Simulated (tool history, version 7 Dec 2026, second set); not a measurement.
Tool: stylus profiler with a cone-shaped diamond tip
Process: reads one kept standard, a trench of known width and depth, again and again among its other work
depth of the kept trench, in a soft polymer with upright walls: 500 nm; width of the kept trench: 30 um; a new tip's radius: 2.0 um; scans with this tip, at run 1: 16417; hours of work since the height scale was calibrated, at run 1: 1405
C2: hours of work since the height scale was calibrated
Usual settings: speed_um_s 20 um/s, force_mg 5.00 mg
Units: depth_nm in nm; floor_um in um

run 1 hour=0.0 | speed_um_s=20 force_mg=5.00 | scans_with_this_tip=16417 C2=1405 | depth_nm=507.53 floor_um=26.02
run 2 hour=42.7 | speed_um_s=20 force_mg=5.00 | scans_with_this_tip=16641 C2=1424 | depth_nm=507.49 floor_um=25.97
run 3 hour=84.6 | speed_um_s=20 force_mg=5.00 | scans_with_this_tip=16860 C2=1443 | depth_nm=507.47 floor_um=25.97
run 4 hour=140.2 | speed_um_s=16 force_mg=5.00 | scans_with_this_tip=17151 C2=1468 | depth_nm=507.58 floor_um=25.94
run 5 hour=180.7 | speed_um_s=20 force_mg=1.69 | scans_with_this_tip=17363 C2=1486 | depth_nm=502.48 floor_um=25.87
-- hour=186.1 height scale calibrated on a step standard
run 6 hour=232.6 | speed_um_s=20 force_mg=5.63 | scans_with_this_tip=17632 C2=21 | depth_nm=507.03 floor_um=25.98
run 7 hour=303.0 | speed_um_s=58 force_mg=3.75 | scans_with_this_tip=18001 C2=52 | depth_nm=504.42 floor_um=25.80
run 8 hour=360.9 | speed_um_s=29 force_mg=4.48 | scans_with_this_tip=18304 C2=78 | depth_nm=505.44 floor_um=25.82
run 9 hour=404.7 | speed_um_s=29 force_mg=4.48 | scans_with_this_tip=18533 C2=98 | depth_nm=505.19 floor_um=25.82
-- hour=409.8 height scale calibrated on a step standard, once more
run 10 hour=470.9 | speed_um_s=28 force_mg=7.87 | scans_with_this_tip=18877 C2=27 | depth_nm=513.21 floor_um=25.88
run 11 hour=506.2 | speed_um_s=28 force_mg=7.87 | scans_with_this_tip=19062 C2=43 | depth_nm=513.11 floor_um=25.79

The same runs without the tool's hidden state, with the same run-to-run variation:
The hidden state here: radius of the tip, um; height scale over the true one, %; drift of the gauge itself on depth_nm, %; drift of the gauge itself on floor_um, %.
run=1 depth_nm=509.77 floor_um=27.37
run=2 depth_nm=509.76 floor_um=27.33
run=3 depth_nm=509.78 floor_um=27.35
run=4 depth_nm=509.94 floor_um=27.34
run=5 depth_nm=504.84 floor_um=27.28
run=6 depth_nm=510.68 floor_um=27.41
run=7 depth_nm=508.12 floor_um=27.26
run=8 depth_nm=509.19 floor_um=27.30
run=9 depth_nm=508.98 floor_um=27.32
run=10 depth_nm=513.26 floor_um=27.40
run=11 depth_nm=513.18 floor_um=27.32
